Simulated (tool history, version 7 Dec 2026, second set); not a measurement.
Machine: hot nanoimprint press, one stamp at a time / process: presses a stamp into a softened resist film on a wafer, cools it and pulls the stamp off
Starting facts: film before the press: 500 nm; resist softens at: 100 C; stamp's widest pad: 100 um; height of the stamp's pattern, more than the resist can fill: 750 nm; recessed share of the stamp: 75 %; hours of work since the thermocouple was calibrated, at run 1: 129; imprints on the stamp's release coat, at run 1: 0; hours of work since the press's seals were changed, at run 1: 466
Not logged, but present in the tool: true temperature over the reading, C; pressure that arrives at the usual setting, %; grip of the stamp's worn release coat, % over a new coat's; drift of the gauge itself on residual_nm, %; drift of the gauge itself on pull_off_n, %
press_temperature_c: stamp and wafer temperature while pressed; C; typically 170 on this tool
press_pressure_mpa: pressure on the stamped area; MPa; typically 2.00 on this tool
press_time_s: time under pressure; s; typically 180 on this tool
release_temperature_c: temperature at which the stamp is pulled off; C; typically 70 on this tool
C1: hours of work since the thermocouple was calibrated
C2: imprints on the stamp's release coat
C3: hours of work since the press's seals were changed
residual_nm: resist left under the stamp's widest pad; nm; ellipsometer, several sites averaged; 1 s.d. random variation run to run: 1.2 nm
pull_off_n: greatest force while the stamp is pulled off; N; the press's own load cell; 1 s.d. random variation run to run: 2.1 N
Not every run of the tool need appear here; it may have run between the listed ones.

{"run": 1, "hour": 0.0, "press_temperature_c": 170, "press_pressure_mpa": 2.0, "press_time_s": 180, "release_temperature_c": 70, "C1": 129, "C2": 0, "C3": 466, "residual_nm": 187.5, "pull_off_n": 117}
{"run": 2, "hour": 20.9, "press_temperature_c": 170, "press_pressure_mpa": 2.0, "press_time_s": 180, "release_temperature_c": 70, "C1": 143, "C2": 74, "C3": 479, "residual_nm": 189.4, "pull_off_n": 115}
{"run": 3, "hour": 33.8, "press_temperature_c": 170, "press_pressure_mpa": 2.0, "press_time_s": 180, "release_temperature_c": 70, "C1": 151, "C2": 120, "C3": 488, "residual_nm": 186.5, "pull_off_n": 116}
{"run": 4, "hour": 47.0, "press_temperature_c": 170, "press_pressure_mpa": 2.0, "press_time_s": 180, "release_temperature_c": 70, "C1": 159, "C2": 167, "C3": 496, "residual_nm": 189.3, "pull_off_n": 114}
{"run": 5, "hour": 75.7, "press_temperature_c": 170, "press_pressure_mpa": 2.0, "press_time_s": 180, "release_temperature_c": 70, "C1": 178, "C2": 268, "C3": 515, "residual_nm": 187.0, "pull_off_n": 117}
{"run": 6, "hour": 104.4, "press_temperature_c": 170, "press_pressure_mpa": 2.0, "press_time_s": 180, "release_temperature_c": 70, "C1": 196, "C2": 370, "C3": 533, "residual_nm": 186.1, "pull_off_n": 113}
{"run": 7, "hour": 129.4, "press_temperature_c": 170, "press_pressure_mpa": 2.0, "press_time_s": 180, "release_temperature_c": 70, "C1": 212, "C2": 459, "C3": 549, "residual_nm": 189.5, "pull_off_n": 116}
{"run": 8, "hour": 151.1, "press_temperature_c": 170, "press_pressure_mpa": 1.87, "press_time_s": 180, "release_temperature_c": 70, "C1": 226, "C2": 536, "C3": 563, "residual_nm": 191.4, "pull_off_n": 112}
{"run": 9, "hour": 167.8, "press_temperature_c": 170, "press_pressure_mpa": 1.87, "press_time_s": 180, "release_temperature_c": 70, "C1": 237, "C2": 595, "C3": 574, "residual_nm": 191.6, "pull_off_n": 118}
{"run": 10, "hour": 191.8, "press_temperature_c": 170, "press_pressure_mpa": 1.87, "press_time_s": 180, "release_temperature_c": 70, "C1": 253, "C2": 680, "C3": 589, "residual_nm": 194.2, "pull_off_n": 115}
{"hour": 218.9, "done": "stamp cleaned and given a new release coat"}
{"run": 11, "hour": 224.4, "press_temperature_c": 170, "press_pressure_mpa": 2.0, "press_time_s": 180, "release_temperature_c": 70, "C1": 270, "C2": 19, "C3": 606, "residual_nm": 187.5, "pull_off_n": 113}
{"hour": 229.5, "done": "plate thermocouple calibrated"}
{"run": 12, "hour": 239.3, "press_temperature_c": 170, "press_pressure_mpa": 1.61, "press_time_s": 180, "release_temperature_c": 70, "C1": 6, "C2": 62, "C3": 614, "residual_nm": 204.5, "pull_off_n": 109}
{"run": 13, "hour": 251.3, "press_temperature_c": 170, "press_pressure_mpa": 1.61, "press_time_s": 180, "release_temperature_c": 70, "C1": 14, "C2": 104, "C3": 622, "residual_nm": 208.7, "pull_off_n": 117}
{"run": 14, "hour": 267.2, "press_temperature_c": 170, "press_pressure_mpa": 1.61, "press_time_s": 180, "release_temperature_c": 70, "C1": 24, "C2": 160, "C3": 632, "residual_nm": 207.4, "pull_off_n": 114}
{"run": 15, "hour": 286.8, "press_temperature_c": 170, "press_pressure_mpa": 2.0, "press_time_s": 180, "release_temperature_c": 70, "C1": 37, "C2": 230, "C3": 645, "residual_nm": 184.8, "pull_off_n": 115}
{"run": 16, "hour": 307.3, "press_temperature_c": 170, "press_pressure_mpa": 2.0, "press_time_s": 180, "release_temperature_c": 70, "C1": 50, "C2": 303, "C3": 658, "residual_nm": 187.2, "pull_off_n": 116}
{"run": 17, "hour": 320.7, "press_temperature_c": 159, "press_pressure_mpa": 2.0, "press_time_s": 207, "release_temperature_c": 70, "C1": 59, "C2": 350, "C3": 667, "residual_nm": 259.4, "pull_off_n": 115}
{"run": 18, "hour": 344.0, "press_temperature_c": 159, "press_pressure_mpa": 2.0, "press_time_s": 207, "release_temperature_c": 70, "C1": 74, "C2": 433, "C3": 682, "residual_nm": 261.3, "pull_off_n": 115}
{"run": 19, "hour": 356.6, "press_temperature_c": 170, "press_pressure_mpa": 2.0, "press_time_s": 272, "release_temperature_c": 70, "C1": 82, "C2": 478, "C3": 690, "residual_nm": 157.9, "pull_off_n": 115}
{"run": 20, "hour": 375.3, "press_temperature_c": 170, "press_pressure_mpa": 2.0, "press_time_s": 272, "release_temperature_c": 70, "C1": 94, "C2": 544, "C3": 702, "residual_nm": 159.3, "pull_off_n": 117}
{"run": 21, "hour": 398.2, "press_temperature_c": 172, "press_pressure_mpa": 2.0, "press_time_s": 180, "release_temperature_c": 70, "C1": 109, "C2": 625, "C3": 716, "residual_nm": 175.1, "pull_off_n": 113}
{"run": 22, "hour": 417.3, "press_temperature_c": 172, "press_pressure_mpa": 2.0, "press_time_s": 180, "release_temperature_c": 70, "C1": 121, "C2": 693, "C3": 729, "residual_nm": 174.6, "pull_off_n": 116}
{"hour": 440.7, "done": "stamp cleaned and given a new release coat"}
{"run": 23, "hour": 451.1, "press_temperature_c": 172, "press_pressure_mpa": 2.31, "press_time_s": 180, "release_temperature_c": 70, "C1": 139, "C2": 36, "C3": 747, "residual_nm": 164.2, "pull_off_n": 120}
{"run": 24, "hour": 479.6, "press_temperature_c": 172, "press_pressure_mpa": 2.31, "press_time_s": 180, "release_temperature_c": 70, "C1": 157, "C2": 137, "C3": 765, "residual_nm": 163.9, "pull_off_n": 115}
{"run": 25, "hour": 505.4, "press_temperature_c": 164, "press_pressure_mpa": 1.5, "press_time_s": 296, "release_temperature_c": 76, "C1": 174, "C2": 229, "C3": 782, "residual_nm": 213.9, "pull_off_n": 96}
{"run": 26, "hour": 527.7, "press_temperature_c": 164, "press_pressure_mpa": 1.5, "press_time_s": 296, "release_temperature_c": 76, "C1": 188, "C2": 308, "C3": 796, "residual_nm": 215.4, "pull_off_n": 97}
{"run": 27, "hour": 549.1, "press_temperature_c": 166, "press_pressure_mpa": 1.5, "press_time_s": 296, "release_temperature_c": 71, "C1": 202, "C2": 384, "C3": 810, "residual_nm": 200.9, "pull_off_n": 115}
{"run": 28, "hour": 562.0, "press_temperature_c": 166, "press_pressure_mpa": 1.5, "press_time_s": 296, "release_temperature_c": 71, "C1": 210, "C2": 430, "C3": 818, "residual_nm": 202.7, "pull_off_n": 111}

The next listed run, before its measurement:
{"run": 29, "hour": 588.4, "press_temperature_c": 170, "press_pressure_mpa": 1.74, "press_time_s": 180, "release_temperature_c": 61, "C1": 227, "C2": 523, "C3": 835, "residual_nm": "?", "pull_off_n": "?"}

residual_nm: 198.4 nm
pull_off_n: 136 N
If the tool had no hidden condition, the same run with the same run-to-run variation would have returned residual_nm 198.0 nm, pull_off_n 136 N.
